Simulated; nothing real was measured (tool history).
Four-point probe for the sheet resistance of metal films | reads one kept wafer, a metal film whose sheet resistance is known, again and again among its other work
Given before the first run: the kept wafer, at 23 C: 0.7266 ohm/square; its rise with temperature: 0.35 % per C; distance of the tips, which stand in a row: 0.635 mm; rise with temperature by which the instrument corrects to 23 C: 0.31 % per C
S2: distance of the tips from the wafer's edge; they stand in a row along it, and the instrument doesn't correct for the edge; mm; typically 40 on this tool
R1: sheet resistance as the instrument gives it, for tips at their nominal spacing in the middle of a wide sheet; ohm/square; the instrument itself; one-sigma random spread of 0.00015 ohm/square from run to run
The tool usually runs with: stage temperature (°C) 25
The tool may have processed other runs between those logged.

Run 1, hour 0: usual settings. Result: R1 0.722869 ohm/square.
Run 2, hour 8.4: usual settings. Result: R1 0.722864 ohm/square.
Run 3, hour 23: usual settings. Result: R1 0.723115 ohm/square.
Run 4, hour 30.2: usual settings. Result: R1 0.722933 ohm/square.
Run 5, hour 38.1: usual settings but S2 4 mm. Result: R1 0.732852 ohm/square.
Run 6, hour 55.5: usual settings but stage temperature (°C) 23. Result: R1 0.72261 ohm/square.
Run 7, hour 71.9: usual settings but stage temperature (°C) 23, S2 22 mm. Result: R1 0.722664 ohm/square.
Run 8, hour 89.3: usual settings but stage temperature (°C) 23, S2 22 mm. Result: R1 0.722698 ohm/square.
Run 9, hour 103.1: usual settings but stage temperature (°C) 23, S2 22 mm. Result: R1 0.722766 ohm/square.
Run 10, hour 119.2: usual settings but stage temperature (°C) 23, S2 22 mm. Result: R1 0.722886 ohm/square.
Run 11, hour 130.2: usual settings but stage temperature (°C) 23, S2 22 mm. Result: R1 0.722904 ohm/square.
Run 12, hour 145.1: usual settings but stage temperature (°C) 23, S2 22 mm. Result: R1 0.722915 ohm/square.
Run 13, hour 158.7: usual settings but stage temperature (°C) 23, S2 22 mm. Result: R1 0.722617 ohm/square.
Run 14, hour 174: usual settings but stage temperature (°C) 23, S2 22 mm. Result: R1 0.723053 ohm/square.
Run 15, hour 181.8: usual settings but stage temperature (°C) 23, S2 22 mm. Result: R1 0.722849 ohm/square.
Run 16, hour 190.2: usual settings but stage temperature (°C) 23, S2 22 mm. Result: R1 0.722978 ohm/square.
Run 17, hour 207.7: usual settings. Result: R1 0.723443 ohm/square.
Run 18, hour 217.9: usual settings. Result: R1 0.723251 ohm/square.
Run 19, hour 227.6: usual settings. Result: R1 0.723384 ohm/square.
Run 20, hour 239.3: usual settings but S2 9 mm. Result: R1 0.725421 ohm/square.
Run 21, hour 255.2: usual settings but S2 9 mm. Result: R1 0.725403 ohm/square.
At hour 257: stage's thermometer calibrated.
Run 22, hour 265.7: usual settings but S2 9 mm. Result: R1 0.724696 ohm/square.
Run 23, hour 276.7: usual settings but stage temperature (°C) 32, S2 21 mm. Result: R1 0.724907 ohm/square.
Run 24, hour 288.6: usual settings but stage temperature (°C) 21, S2 11 mm. Result: R1 0.723193 ohm/square.
At hour 296.8: stage's thermometer calibrated, once more.
Run 25, hour 304.4: usual settings but stage temperature (°C) 18, S2 5 mm. Result: R1 0.72844 ohm/square.
Run 26, hour 314.6: usual settings but stage temperature (°C) 18, S2 5 mm. Result: R1 0.728339 ohm/square.
Run 27, hour 323.6: usual settings but stage temperature (°C) 18, S2 5 mm. Result: R1 0.728432 ohm/square.
Run 28, hour 337.5: usual settings but stage temperature (°C) 18, S2 5 mm. Result: R1 0.728455 ohm/square.
Run 29, hour 351.7: usual settings but stage temperature (°C) 18, S2 5 mm. Result: R1 0.728296 ohm/square.
Run 30, hour 361.7: usual settings but S2 4 mm. Result: R1 0.733822 ohm/square.
Run 31, hour 375.8: usual settings but stage temperature (°C) 21, S2 3 mm. Result: R1 0.73954 ohm/square.
Run 32, hour 383.6: usual settings but stage temperature (°C) 20, S2 4 mm. Result: R1 0.732438 ohm/square.
Run 33, hour 392.1: usual settings but stage temperature (°C) 29, S2 49 mm. Result: R1 0.725311 ohm/square.
Run 34, hour 406.9: usual settings but S2 8 mm. Result: R1 0.726681 ohm/square.
Run 35, hour 414: usual settings but S2 8 mm. Result: R1 0.726847 ohm/square.
Run 36, hour 426.5: usual settings but S2 8 mm. Result: R1 0.726384 ohm/square.
Run 37, hour 438.5: usual settings but S2 59 mm. Result: R1 0.724247 ohm/square.
Run 38, hour 454.8: usual settings but stage temperature (°C) 27. Result: R1 0.725165 ohm/square.
Run 39, hour 469.1: usual settings but stage temperature (°C) 27. Result: R1 0.724951 ohm/square.
Run 40, hour 482.6: usual settings but stage temperature (°C) 34, S2 5 mm. Result: R1 0.733026 ohm/square.
Run 41, hour 496.7: usual settings but stage temperature (°C) 34, S2 5 mm. Result: R1 0.733004 ohm/square.
Run 42, hour 506.6: usual settings but stage temperature (°C) 31, S2 4 mm. Result: R1 0.73568 ohm/square.
Run 43, hour 520.7: usual settings but stage temperature (°C) 31, S2 39 mm. Result: R1 0.72611 ohm/square.
Run 44, hour 534: usual settings but stage temperature (°C) 31, S2 39 mm. Result: R1 0.726419 ohm/square.

Measured minus without-hidden-state, run by run (identical run-to-run variation in each term; gauge scatter may differ):
Hidden state present: inner tips' distance over the nominal, %; tips' flats over new ones', %; wafer's true temperature over the reading, C; drift of the gauge itself on sheet_ohm, %.
run         R1
  1  -0.004261
  2   -0.00425
  3  -0.004231
  4  -0.004221
  5  -0.004263
  6  -0.004189
  7  -0.004166
  8  -0.004144
  9  -0.004124
 10  -0.004103
 11  -0.004088
 12  -0.004067
 13  -0.004047
 14  -0.004025
 15  -0.004013
 16  -0.004001
 17  -0.003976
 18  -0.003961
 19  -0.003946
 20  -0.003939
 21  -0.003918
 22  -0.004267
 23  -0.004227
 24  -0.004237
 25  -0.003123
 26  -0.003111
 27  -0.003097
 28  -0.003079
 29  -0.003058
 30  -0.003066
 31  -0.003067
 32  -0.003027
 33  -0.002991
 34  -0.002973
 35  -0.002962
 36  -0.002943
 37  -0.002917
 38  -0.002895
 39  -0.002874
 40  -0.002884
 41  -0.002862
 42  -0.002859
 43  -0.002805
 44  -0.002787

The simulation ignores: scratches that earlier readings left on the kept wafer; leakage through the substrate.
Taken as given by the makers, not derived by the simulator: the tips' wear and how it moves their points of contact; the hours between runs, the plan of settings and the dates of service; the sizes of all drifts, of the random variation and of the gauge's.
